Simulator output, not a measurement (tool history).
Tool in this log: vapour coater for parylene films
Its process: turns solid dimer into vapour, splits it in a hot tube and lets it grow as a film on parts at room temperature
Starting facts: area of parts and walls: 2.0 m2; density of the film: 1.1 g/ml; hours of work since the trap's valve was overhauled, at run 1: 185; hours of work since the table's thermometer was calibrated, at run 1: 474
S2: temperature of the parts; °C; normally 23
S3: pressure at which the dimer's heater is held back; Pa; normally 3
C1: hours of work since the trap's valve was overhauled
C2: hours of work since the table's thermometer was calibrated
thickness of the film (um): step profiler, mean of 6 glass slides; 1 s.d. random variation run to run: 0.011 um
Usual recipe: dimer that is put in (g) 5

run 1 day=0 | dimer_that_is_put_in_(g)=5 S2=23 S3=3 | C1=185 C2=474 | thickness_of_the_film_(um)=1.4
run 2 day=0.946 | dimer_that_is_put_in_(g)=5 S2=23 S3=3 | C1=200 C2=490 | thickness_of_the_film_(um)=1.37
run 3 day=1.829 | dimer_that_is_put_in_(g)=5 S2=23 S3=3 | C1=215 C2=504 | thickness_of_the_film_(um)=1.37
run 4 day=3.012 | dimer_that_is_put_in_(g)=5 S2=23 S3=3 | C1=234 C2=523 | thickness_of_the_film_(um)=1.37
-- day=3.296 trap's valve overhauled
run 5 day=3.842 | dimer_that_is_put_in_(g)=5 S2=23 S3=3 | C1=9 C2=534 | thickness_of_the_film_(um)=1.5
run 6 day=4.829 | dimer_that_is_put_in_(g)=5 S2=23 S3=3 | C1=25 C2=550 | thickness_of_the_film_(um)=1.46
run 7 day=5.912 | dimer_that_is_put_in_(g)=5 S2=18 S3=3 | C1=42 C2=567 | thickness_of_the_film_(um)=1.65
run 8 day=6.558 | dimer_that_is_put_in_(g)=3 S2=23 S3=3 | C1=53 C2=578 | thickness_of_the_film_(um)=0.89
run 9 day=7.617 | dimer_that_is_put_in_(g)=4 S2=23 S3=3 | C1=70 C2=595 | thickness_of_the_film_(um)=1.15
run 10 day=8.192 | dimer_that_is_put_in_(g)=5 S2=23 S3=3 | C1=79 C2=604 | thickness_of_the_film_(um)=1.46
run 11 day=8.808 | dimer_that_is_put_in_(g)=5 S2=23 S3=3 | C1=89 C2=614 | thickness_of_the_film_(um)=1.44
run 12 day=9.725 | dimer_that_is_put_in_(g)=5 S2=23 S3=3 | C1=104 C2=629 | thickness_of_the_film_(um)=1.44
run 13 day=10.65 | dimer_that_is_put_in_(g)=5 S2=23 S3=3 | C1=119 C2=644 | thickness_of_the_film_(um)=1.42
run 14 day=11.646 | dimer_that_is_put_in_(g)=5 S2=23 S3=3 | C1=135 C2=660 | thickness_of_the_film_(um)=1.42
run 15 day=12.296 | dimer_that_is_put_in_(g)=5 S2=23 S3=3 | C1=145 C2=670 | thickness_of_the_film_(um)=1.41
-- day=12.396 table's thermometer calibrated
run 16 day=13.471 | dimer_that_is_put_in_(g)=5 S2=23 S3=3 | C1=164 C2=17 | thickness_of_the_film_(um)=1.4
run 17 day=14.2 | dimer_that_is_put_in_(g)=3 S2=18 S3=10.02 | C1=175 C2=29 | thickness_of_the_film_(um)=0.75
run 18 day=14.938 | dimer_that_is_put_in_(g)=3 S2=18 S3=10.02 | C1=187 C2=41 | thickness_of_the_film_(um)=0.75
run 19 day=15.662 | dimer_that_is_put_in_(g)=9 S2=25 S3=10.02 | C1=199 C2=53 | thickness_of_the_film_(um)=1.88
run 20 day=16.417 | dimer_that_is_put_in_(g)=3 S2=28 S3=2.06 | C1=211 C2=65 | thickness_of_the_film_(um)=0.79
run 21 day=17.342 | dimer_that_is_put_in_(g)=4 S2=29 S3=2.59 | C1=226 C2=80 | thickness_of_the_film_(um)=0.98
-- day=18.075 trap's valve overhauled
run 22 day=18.388 | dimer_that_is_put_in_(g)=4 S2=29 S3=2.35 | C1=5 C2=94 | thickness_of_the_film_(um)=1.07
-- day=18.988 table's thermometer calibrated, once more
run 23 day=19.567 | dimer_that_is_put_in_(g)=5 S2=22 S3=3 | C1=23 C2=9 | thickness_of_the_film_(um)=1.51
run 24 day=20.279 | dimer_that_is_put_in_(g)=5 S2=32 S3=3 | C1=35 C2=21 | thickness_of_the_film_(um)=1.21
run 25 day=21.396 | dimer_that_is_put_in_(g)=7 S2=23 S3=3 | C1=53 C2=39 | thickness_of_the_film_(um)=2.03

Below are 3 alternative next runs, each starting from the tool's condition after run 25. Predict each:
run A day=22.192 | dimer_that_is_put_in_(g)=5 S2=16 S3=2.38 | C1=66 C2=52 | thickness_of_the_film_(um)=?
run B day=22.192 | dimer_that_is_put_in_(g)=2 S2=23 S3=2.07 | C1=66 C2=52 | thickness_of_the_film_(um)=?
run C day=22.192 | dimer_that_is_put_in_(g)=6 S2=25 S3=6.78 | C1=66 C2=52 | thickness_of_the_film_(um)=?

run=A thickness_of_the_film_(um)=1.79
run=B thickness_of_the_film_(um)=0.64
run=C thickness_of_the_film_(um)=1.44
Without the tool's hidden state the same runs would have given:
run=A thickness_of_the_film_(um)=1.84
run=B thickness_of_the_film_(um)=0.66
run=C thickness_of_the_film_(um)=1.48
